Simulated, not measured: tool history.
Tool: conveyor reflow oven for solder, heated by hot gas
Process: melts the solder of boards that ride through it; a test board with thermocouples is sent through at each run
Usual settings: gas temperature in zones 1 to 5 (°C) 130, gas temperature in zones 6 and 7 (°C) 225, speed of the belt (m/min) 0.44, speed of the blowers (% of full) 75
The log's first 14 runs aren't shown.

| run | hour | gas temperature in zones 1 to 5 (°C) | gas temperature in zones 6 and 7 (°C) | speed of the belt (m/min) | speed of the blowers (% of full) | highest temperature of the board (°C) | time above the solder's melting point (s) |
|---|---|---|---|---|---|---|---|
| 15 | 195.5 | 130 | 219 | 0.44 | 75 | 203.8 | 52.7 |
| 16 | 212.5 | 117 | 221 | 0.355 | 88 | 212.1 | 77.2 |
| 17 | 222.4 | 117 | 221 | 0.355 | 88 | 211.4 | 77.8 |
| 18 | 238.4 | 117 | 239 | 0.355 | 82 | 227.7 | 93.1 |
| 19 | 251 | 130 | 232 | 0.443 | 69 | 212.4 | 62.4 |
| 20 | 260.2 | 130 | 218 | 0.44 | 75 | 202.7 | 50.8 |
| 21 | 273.6 | 143 | 218 | 0.397 | 75 | 206.9 | 71.4 |
| 22 | 283.6 | 143 | 218 | 0.397 | 75 | 207 | 72 |
| 23 | 297.8 | 143 | 218 | 0.397 | 75 | 207.3 | 72.3 |
| 24 | 311.5 | 130 | 236 | 0.396 | 75 | 221 | 82 |
| 25 | 324.5 | 118 | 215 | 0.44 | 75 | 196.8 | 37.7 |
| 26 | 335.9 | 118 | 230 | 0.44 | 61 | 205.2 | 49.2 |
|  | 356.2 | flux residue cleaned out of gas plates and filters |
| 27 | 356.8 | 118 | 230 | 0.44 | 61 | 208 | 53.5 |
| 28 | 364.1 | 143 | 225 | 0.44 | 70 | 211.3 | 68.6 |
| 29 | 372.2 | 143 | 236 | 0.44 | 64 | 219.3 | 76 |
| 30 | 382.3 | 143 | 235 | 0.44 | 64 | 217.9 | 74.2 |

Forecast each of these 4 alternatives for the next run:
| A | 392.9 | 143 | 224 | 0.44 | 64 | ? | ? |
| B | 392.9 | 143 | 240 | 0.356 | 53 | ? | ? |
| C | 392.9 | 124 | 225 | 0.403 | 79 | ? | ? |
| D | 392.9 | 139 | 235 | 0.44 | 71 | ? | ? |

| run | highest temperature of the board (°C) | time above the solder's melting point (s) |
|---|---|---|
| A | 209 | 66 |
| B | 226.3 | 102.2 |
| C | 212.8 | 70.3 |
| D | 219.4 | 73.9 |
Without the tool's hidden state the same runs would have given:
| run | highest temperature of the board (°C) | time above the solder's melting point (s) |
|---|---|---|
| A | 208.4 | 64.6 |
| B | 225.7 | 100.5 |
| C | 212.3 | 69 |
| D | 218.8 | 72.6 |

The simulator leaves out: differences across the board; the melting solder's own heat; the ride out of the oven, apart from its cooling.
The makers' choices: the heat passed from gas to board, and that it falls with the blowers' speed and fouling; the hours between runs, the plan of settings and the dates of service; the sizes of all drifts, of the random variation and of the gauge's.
